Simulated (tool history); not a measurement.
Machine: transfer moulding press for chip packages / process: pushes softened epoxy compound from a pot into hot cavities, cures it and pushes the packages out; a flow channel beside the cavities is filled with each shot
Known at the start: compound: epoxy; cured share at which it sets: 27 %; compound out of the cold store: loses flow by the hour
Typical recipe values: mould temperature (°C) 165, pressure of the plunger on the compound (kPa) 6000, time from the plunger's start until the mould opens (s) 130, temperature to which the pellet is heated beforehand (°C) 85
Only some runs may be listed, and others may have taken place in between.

run   hour  mould temperature (°C)  pressure of the plunger on the compound (kPa)  time from the plunger's start until the mould opens (s)  temperature to which the pellet is heated beforehand (°C)  incoming compound's hours out of the cold store  length that the compound runs in the flow channel (mm)  greatest force on the pins that push the packages out (N)
  1    0.0                     165                                           6000                                                      130                                                         85                                             12.0                                                     534                                                        185
  2    8.1                     165                                           6000                                                      130                                                         85                                             27.1                                                     495                                                        178
  3   15.1                     163                                           6000                                                      130                                                         85                                             11.8                                                     539                                                        197
  4   23.4                     163                                           6000                                                      130                                                         89                                             38.0                                                     488                                                        196
  5   29.8                     163                                           6000                                                      130                                                         89                                             44.8                                                     462                                                        177
      41.7  -- cavities cleaned with cleaning compound and waxed
  6   42.6                     165                                           6000                                                      130                                                         85                                             24.0                                                     498                                                        172
  7   52.6                     161                                           6000                                                      130                                                         85                                             40.2                                                     481                                                        202
  8   59.9                     165                                           6000                                                      130                                                         85                                             39.9                                                     472                                                        174
  9   70.8                     165                                           6000                                                      130                                                         85                                             47.2                                                     460                                                        168
 10   77.0                     165                                           6000                                                      130                                                         85                                             26.7                                                     511                                                        170
 11   86.6                     165                                           6000                                                      130                                                         85                                             39.1                                                     472                                                        168
 12   91.9                     160                                           6000                                                      130                                                         85                                             32.4                                                     497                                                        218
 13   98.3                     165                                           6000                                                      130                                                         77                                             22.0                                                     506                                                        183
 14  103.4                     165                                           5270                                                      130                                                         85                                             21.1                                                     478                                                        178
 15  115.2                     165                                           5270                                                      130                                                         85                                             14.1                                                     494                                                        181
 16  124.1                     165                                           5270                                                      130                                                         85                                             13.1                                                     493                                                        177
 17  129.6                     165                                           5060                                                      130                                                         85                                             41.6                                                     431                                                        182
 18  140.3                     170                                           6000                                                      130                                                         85                                             47.0                                                     449                                                        154
     146.5  -- cavities cleaned with cleaning compound and waxed
 19  147.8                     170                                           5930                                                      122                                                         85                                             25.3                                                     483                                                        155
 20  154.6                     170                                           5930                                                      122                                                         85                                             41.8                                                     458                                                        164
 21  160.6                     165                                           5820                                                      138                                                         94                                             18.7                                                     510                                                        167
 22  165.6                     171                                           6000                                                      134                                                         84                                             26.1                                                     490                                                        163
 23  171.8                     171                                           6000                                                      134                                                         84                                             34.3                                                     469                                                        160
 24  176.5                     167                                           7220                                                      112                                                         88                                             17.6                                                     561                                                        200
 25  185.9                     166                                           7220                                                      112                                                         94                                             18.9                                                     566                                                        190
 26  192.3                     166                                           4810                                                      142                                                         90                                             33.5                                                     433                                                        156
 27  202.8                     166                                           4810                                                      142                                                         90                                             25.3                                                     441                                                        161
 28  208.7                     166                                           4810                                                      142                                                         82                                             23.2                                                     453                                                        168
 29  216.6                     165                                           6000                                                      167                                                         84                                             38.1                                                     475                                                        158

Alternative continuations, all from the tool just after run 29; predict every row:
  A  223.6                     168                                           6000                                                      159                                                         85                                             20.0                                                       ?                                                          ?
  B  223.6                     160                                           5160                                                      167                                                         90                                             28.6                                                       ?                                                          ?
  C  223.6                     165                                           6730                                                      167                                                         84                                             26.4                                                       ?                                                          ?
  D  223.6                     165                                           6000                                                      167                                                         77                                             47.3                                                       ?                                                          ?

run  length that the compound runs in the flow channel (mm)  greatest force on the pins that push the packages out (N)
  A                                                     503                                                        155
  B                                                     461                                                        164
  C                                                     530                                                        158
  D                                                     465                                                        161
With no hidden state in the tool, these same runs would have given:
run  length that the compound runs in the flow channel (mm)  greatest force on the pins that push the packages out (N)
  A                                                     504                                                        152
  B                                                     462                                                        161
  C                                                     531                                                        155
  D                                                     466                                                        158
